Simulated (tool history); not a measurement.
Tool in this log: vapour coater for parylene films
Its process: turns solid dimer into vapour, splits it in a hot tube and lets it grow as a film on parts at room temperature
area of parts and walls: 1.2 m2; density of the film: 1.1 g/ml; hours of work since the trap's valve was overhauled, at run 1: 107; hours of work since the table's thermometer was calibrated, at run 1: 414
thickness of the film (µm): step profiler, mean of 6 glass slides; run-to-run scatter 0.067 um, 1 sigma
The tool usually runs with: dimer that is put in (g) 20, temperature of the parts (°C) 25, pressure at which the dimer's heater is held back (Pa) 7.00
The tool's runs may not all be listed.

| run | day | dimer that is put in (g) | temperature of the parts (°C) | pressure at which the dimer's heater is held back (Pa) | hours of work since the trap's valve was overhauled | hours of work since the table's thermometer was calibrated | thickness of the film (µm) |
|---|---|---|---|---|---|---|---|
| 1 | 0.000 | 20 | 25 | 7.00 | 107 | 414 | 8.20 |
| 2 | 1.342 | 20 | 25 | 7.00 | 122 | 429 | 8.17 |
| 3 | 2.229 | 20 | 25 | 7.00 | 132 | 439 | 8.26 |
| 4 | 3.733 | 20 | 25 | 7.00 | 148 | 455 | 8.28 |
| 5 | 4.729 | 20 | 25 | 7.00 | 159 | 466 | 8.22 |
| 6 | 6.046 | 20 | 25 | 7.00 | 174 | 481 | 8.24 |
| 7 | 7.521 | 20 | 25 | 7.00 | 190 | 497 | 8.20 |
| 8 | 8.546 | 20 | 25 | 2.81 | 202 | 509 | 10.11 |
| 9 | 9.696 | 28 | 25 | 7.00 | 214 | 521 | 11.51 |
| 10 | 10.658 | 28 | 25 | 7.00 | 225 | 532 | 11.27 |
| 11 | 11.467 | 20 | 25 | 7.00 | 234 | 541 | 8.09 |
| 12 | 12.288 | 20 | 25 | 7.00 | 243 | 550 | 8.00 |
| 13 | 13.196 | 20 | 25 | 2.09 | 253 | 560 | 10.70 |
| 14 | 14.062 | 20 | 25 | 7.00 | 263 | 570 | 8.13 |
| 15 | 14.821 | 20 | 25 | 7.00 | 271 | 578 | 8.12 |
| 16 | 16.033 | 20 | 25 | 7.00 | 285 | 592 | 8.08 |
| 17 | 16.700 | 20 | 25 | 7.00 | 292 | 599 | 8.04 |
| 18 | 17.729 | 14 | 20 | 3.27 | 304 | 610 | 7.82 |
| 19 | 18.783 | 8 | 25 | 7.00 | 315 | 622 | 3.18 |
| 20 | 20.050 | 20 | 25 | 3.96 | 329 | 636 | 9.18 |
| 21 | 21.062 | 22 | 29 | 7.04 | 340 | 647 | 7.70 |
| 22 | 21.883 | 18 | 19 | 4.63 | 350 | 657 | 9.45 |
|  | 22.129 | trap's valve overhauled |
| 23 | 23.000 | 19 | 23 | 4.40 | 10 | 667 | 8.90 |
| 24 | 24.008 | 11 | 25 | 7.00 | 21 | 678 | 4.37 |
| 25 | 24.958 | 15 | 22 | 3.58 | 31 | 689 | 7.57 |
|  | 26.171 | trap's valve overhauled, once more |
| 26 | 26.592 | 20 | 33 | 2.05 | 5 | 705 | 8.69 |
| 27 | 27.712 | 27 | 20 | 11.53 | 17 | 717 | 11.73 |
| 28 | 29.175 | 27 | 28 | 2.80 | 33 | 734 | 12.81 |
| 29 | 29.975 | 26 | 25 | 7.00 | 42 | 742 | 10.77 |
| 30 | 30.696 | 17 | 22 | 5.12 | 50 | 751 | 8.46 |
| 31 | 31.750 | 17 | 22 | 5.12 | 62 | 762 | 8.29 |
| 32 | 33.071 | 9 | 21 | 5.12 | 76 | 777 | 4.60 |

Table of differences, measured result less the result of that run with no hidden state. Run-to-run variation is the same in both. Gauge scatter possibly is not:
Unlogged tool condition in this case: vapour lost through the trap's worn valve, %; true temperature of the parts over the reading, C; drift of the gauge itself on film_um, %.
| run | thickness of the film (µm) |
|---|---|
| 1 | -0.21 |
| 2 | -0.24 |
| 3 | -0.25 |
| 4 | -0.28 |
| 5 | -0.29 |
| 6 | -0.32 |
| 7 | -0.34 |
| 8 | -0.45 |
| 9 | -0.53 |
| 10 | -0.55 |
| 11 | -0.41 |
| 12 | -0.42 |
| 13 | -0.58 |
| 14 | -0.46 |
| 15 | -0.47 |
| 16 | -0.50 |
| 17 | -0.51 |
| 18 | -0.51 |
| 19 | -0.21 |
| 20 | -0.65 |
| 21 | -0.57 |
| 22 | -0.71 |
| 23 | -0.78 |
| 24 | -0.39 |
| 25 | -0.70 |
| 26 | -0.15 |
| 27 | -0.24 |
| 28 | -0.29 |
| 29 | -0.26 |
| 30 | -0.22 |
| 31 | -0.23 |
| 32 | -0.15 |
